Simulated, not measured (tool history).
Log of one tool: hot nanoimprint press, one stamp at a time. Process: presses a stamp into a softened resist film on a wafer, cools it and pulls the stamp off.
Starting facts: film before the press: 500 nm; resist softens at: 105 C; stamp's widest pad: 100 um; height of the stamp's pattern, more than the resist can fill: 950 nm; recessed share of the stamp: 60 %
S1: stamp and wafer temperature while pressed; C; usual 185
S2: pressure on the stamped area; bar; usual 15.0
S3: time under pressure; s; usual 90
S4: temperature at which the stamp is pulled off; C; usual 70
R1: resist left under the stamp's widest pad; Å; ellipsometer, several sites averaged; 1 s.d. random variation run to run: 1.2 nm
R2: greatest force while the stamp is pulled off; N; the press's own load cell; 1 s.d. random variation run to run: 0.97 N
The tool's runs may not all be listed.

| run | hour | S1 | S2 | S3 | S4 | R1 | R2 |
|---|---|---|---|---|---|---|---|
| 1 | 0.0 | 185 | 15.0 | 90 | 70 | 2013 | 101.3 |
| 2 | 8.9 | 185 | 15.0 | 90 | 70 | 1984 | 99.7 |
| 3 | 17.6 | 188 | 15.0 | 90 | 70 | 1710 | 99.4 |
| 4 | 26.6 | 185 | 20.4 | 90 | 70 | 1699 | 99.5 |
| 5 | 37.3 | 185 | 17.1 | 90 | 70 | 1895 | 101.5 |
| 6 | 44.0 | 197 | 17.1 | 90 | 70 | 1071 | 101.5 |
| 7 | 50.4 | 185 | 15.0 | 90 | 70 | 1993 | 100.7 |
| 8 | 60.2 | 185 | 15.0 | 90 | 70 | 2013 | 101.3 |
|  | 64.0 | plate thermocouple calibrated |
| 9 | 74.2 | 185 | 15.0 | 90 | 70 | 2062 | 104.0 |
| 10 | 85.7 | 185 | 15.0 | 90 | 70 | 2028 | 101.8 |
| 11 | 94.7 | 185 | 15.0 | 76 | 70 | 2211 | 103.7 |
| 12 | 100.6 | 185 | 15.0 | 90 | 70 | 2009 | 103.7 |
| 13 | 110.0 | 185 | 17.9 | 90 | 70 | 1856 | 103.7 |
| 14 | 120.2 | 185 | 16.1 | 90 | 70 | 1987 | 103.1 |
| 15 | 131.5 | 185 | 16.1 | 90 | 70 | 1974 | 104.1 |
|  | 138.8 | plate thermocouple calibrated, once more |
| 16 | 144.5 | 185 | 16.1 | 90 | 70 | 1782 | 102.4 |
| 17 | 149.7 | 185 | 15.0 | 76 | 73 | 1965 | 97.1 |
| 18 | 156.0 | 183 | 14.0 | 48 | 70 | 2671 | 101.8 |
| 19 | 166.7 | 174 | 11.9 | 86 | 70 | 3438 | 102.0 |
| 20 | 178.4 | 180 | 16.7 | 48 | 76 | 2786 | 95.2 |
| 21 | 184.5 | 192 | 16.7 | 53 | 76 | 1591 | 96.2 |
| 22 | 194.8 | 185 | 10.1 | 90 | 70 | 2277 | 103.9 |
|  | 205.3 | stamp cleaned and given a new release coat |
| 23 | 213.1 | 185 | 20.0 | 83 | 70 | 1690 | 92.7 |
| 24 | 219.1 | 185 | 15.5 | 122 | 59 | 1660 | 103.4 |
| 25 | 227.0 | 185 | 15.0 | 118 | 70 | 1698 | 89.8 |
| 26 | 236.6 | 185 | 15.0 | 118 | 70 | 1683 | 92.9 |
| 27 | 244.6 | 178 | 15.0 | 100 | 70 | 2533 | 92.5 |
| 28 | 250.0 | 196 | 15.0 | 62 | 70 | 1333 | 91.4 |
| 29 | 255.4 | 196 | 15.0 | 62 | 70 | 1349 | 94.2 |
| 30 | 267.4 | 196 | 15.0 | 62 | 70 | 1323 | 93.9 |

3 ways to go on from here, each from the tool as it stands after run 30. What would each give?
| A | 277.4 | 195 | 15.0 | 108 | 70 | ? | ? |
| B | 277.4 | 196 | 15.0 | 46 | 74 | ? | ? |
| C | 277.4 | 196 | 15.1 | 62 | 70 | ? | ? |

| run | R1 | R2 |
|---|---|---|
| A | 1105 | 94.7 |
| B | 1512 | 89.4 |
| C | 1339 | 94.0 |
Stripped of hidden state, with their random variation kept, the same runs would have yielded:
| run | R1 | R2 |
|---|---|---|
| A | 1076 | 91.9 |
| B | 1474 | 86.6 |
| C | 1305 | 91.1 |
